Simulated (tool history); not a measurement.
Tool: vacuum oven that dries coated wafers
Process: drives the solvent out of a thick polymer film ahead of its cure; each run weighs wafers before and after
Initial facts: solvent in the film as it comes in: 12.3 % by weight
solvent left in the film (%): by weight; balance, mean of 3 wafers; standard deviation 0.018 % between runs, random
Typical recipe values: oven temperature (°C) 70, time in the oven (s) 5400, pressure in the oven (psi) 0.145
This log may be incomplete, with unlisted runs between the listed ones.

Run 1, hour 0: usual settings. Result: solvent left in the film (%) 2.88.
Run 2, hour 92.8: usual settings but oven temperature (°C) 79. Result: solvent left in the film (%) 1.24.
Run 3, hour 190.2: usual settings but oven temperature (°C) 79. Result: solvent left in the film (%) 1.26.
Run 4, hour 272.1: usual settings but oven temperature (°C) 79. Result: solvent left in the film (%) 1.24.
Run 5, hour 333.5: usual settings but oven temperature (°C) 62. Result: solvent left in the film (%) 4.91.
Run 6, hour 403.6: usual settings but oven temperature (°C) 62. Result: solvent left in the film (%) 4.92.
Run 7, hour 492.8: usual settings but oven temperature (°C) 62. Result: solvent left in the film (%) 4.89.
Run 8, hour 545.1: usual settings. Result: solvent left in the film (%) 2.86.
Run 9, hour 612.3: usual settings. Result: solvent left in the film (%) 2.85.
Run 10, hour 673.8: usual settings but pressure in the oven (psi) 0.574. Result: solvent left in the film (%) 5.08.
Run 11, hour 785.2: usual settings but time in the oven (s) 9480. Result: solvent left in the film (%) 1.6.
Run 12, hour 845.2: usual settings but time in the oven (s) 9480. Result: solvent left in the film (%) 1.59.
Run 13, hour 901: usual settings but pressure in the oven (psi) 0.097. Result: solvent left in the film (%) 2.55.
Run 14, hour 980.2: usual settings. Result: solvent left in the film (%) 2.78.
Run 15, hour 1039.7: usual settings. Result: solvent left in the film (%) 2.78.
Run 16, hour 1120.4: usual settings. Result: solvent left in the film (%) 2.82.
Run 17, hour 1188.6: usual settings. Result: solvent left in the film (%) 2.77.
Run 18, hour 1258.2: usual settings but pressure in the oven (psi) 0.28. Result: solvent left in the film (%) 3.49.
Run 19, hour 1341: usual settings. Result: solvent left in the film (%) 2.74.
Run 20, hour 1413.7: usual settings. Result: solvent left in the film (%) 2.77.
Run 21, hour 1486.5: usual settings. Result: solvent left in the film (%) 2.7.
At hour 1497.7: oven's thermocouples calibrated.
Run 22, hour 1544.6: usual settings. Result: solvent left in the film (%) 2.63.
Run 23, hour 1602.4: usual settings. Result: solvent left in the film (%) 2.69.
Run 24, hour 1657.2: usual settings but oven temperature (°C) 59, time in the oven (s) 4320. Result: solvent left in the film (%) 6.13.
Run 25, hour 1757.2: usual settings but oven temperature (°C) 59, time in the oven (s) 4320. Result: solvent left in the film (%) 6.14.
At hour 1832.7: oven's thermocouples calibrated, once more.
Run 26, hour 1840.3: usual settings but oven temperature (°C) 56, time in the oven (s) 8040, pressure in the oven (psi) 0.442. Result: solvent left in the film (%) 8.23.
Run 27, hour 1917.4: usual settings but oven temperature (°C) 56, time in the oven (s) 8040, pressure in the oven (psi) 0.442. Result: solvent left in the film (%) 8.22.
Run 28, hour 2019.5: usual settings but oven temperature (°C) 65, time in the oven (s) 4740, pressure in the oven (psi) 0.392. Result: solvent left in the film (%) 6.33.
Run 29, hour 2114.9: usual settings but oven temperature (°C) 65, time in the oven (s) 2880, pressure in the oven (psi) 0.128. Result: solvent left in the film (%) 6.38.
Run 30, hour 2169.7: usual settings but oven temperature (°C) 63, time in the oven (s) 8220, pressure in the oven (psi) 0.212. Result: solvent left in the film (%) 4.22.
Run 31, hour 2241.8: usual settings but oven temperature (°C) 63, time in the oven (s) 5580, pressure in the oven (psi) 0.212. Result: solvent left in the film (%) 5.29.
Run 32, hour 2338: usual settings but oven temperature (°C) 67, time in the oven (s) 7440, pressure in the oven (psi) 0.212. Result: solvent left in the film (%) 3.43.
Run 33, hour 2444.3: usual settings but oven temperature (°C) 67, time in the oven (s) 7440, pressure in the oven (psi) 0.212. Result: solvent left in the film (%) 3.41.
Run 34, hour 2496.1: usual settings but time in the oven (s) 7980. Result: solvent left in the film (%) 2.14.
Run 35, hour 2577.6: usual settings but oven temperature (°C) 77, pressure in the oven (psi) 0.574. Result: solvent left in the film (%) 3.67.
Run 36, hour 2673.4: usual settings but oven temperature (°C) 77, pressure in the oven (psi) 0.574. Result: solvent left in the film (%) 3.69.
Run 37, hour 2748.8: usual settings but time in the oven (s) 5520, pressure in the oven (psi) 0.222. Result: solvent left in the film (%) 3.45.
At hour 2786.9: vacuum gauge cleaned of residue and calibrated.
Run 38, hour 2803.9: usual settings but oven temperature (°C) 83, time in the oven (s) 2940, pressure in the oven (psi) 0.168. Result: solvent left in the film (%) 1.95.
Run 39, hour 2918.5: usual settings but oven temperature (°C) 73, time in the oven (s) 8280. Result: solvent left in the film (%) 1.33.
Run 40, hour 3015.7: usual settings but oven temperature (°C) 80. Result: solvent left in the film (%) 1.1.
Run 41, hour 3118.6: usual settings but oven temperature (°C) 80. Result: solvent left in the film (%) 1.08.
Run 42, hour 3193.5: usual settings but oven temperature (°C) 81. Result: solvent left in the film (%) 0.97.
Run 43, hour 3301.2: usual settings but oven temperature (°C) 57, time in the oven (s) 7200, pressure in the oven (psi) 0.389. Result: solvent left in the film (%) 7.1.
Run 44, hour 3376.4: usual settings but oven temperature (°C) 71, time in the oven (s) 6240, pressure in the oven (psi) 0.258. Result: solvent left in the film (%) 2.79.

Alternative continuations, all from the tool just after run 44; predict every row:
Run A, hour 3489.5: usual settings but oven temperature (°C) 64, time in the oven (s) 6060, pressure in the oven (psi) 0.258. Result: solvent left in the film (%) ?.
Run B, hour 3489.5: usual settings but oven temperature (°C) 66, time in the oven (s) 8280, pressure in the oven (psi) 0.497. Result: solvent left in the film (%) ?.
Run C, hour 3489.5: usual settings but oven temperature (°C) 61, time in the oven (s) 6240, pressure in the oven (psi) 0.161. Result: solvent left in the film (%) ?.
Run D, hour 3489.5: usual settings but pressure in the oven (psi) 0.104. Result: solvent left in the film (%) ?.
Run E, hour 3489.5: usual settings but oven temperature (°C) 71, time in the oven (s) 3900, pressure in the oven (psi) 0.258. Result: solvent left in the film (%) ?.

run  solvent left in the film (%)
  A                          4.59
  B                          4.81
  C                           4.7
  D                          2.56
  E                          4.08
Had the tool no hidden state, the same runs would have come out as:
run  solvent left in the film (%)
  A                          4.88
  B                           5.1
  C                          4.98
  D                          2.79
  E                          4.36
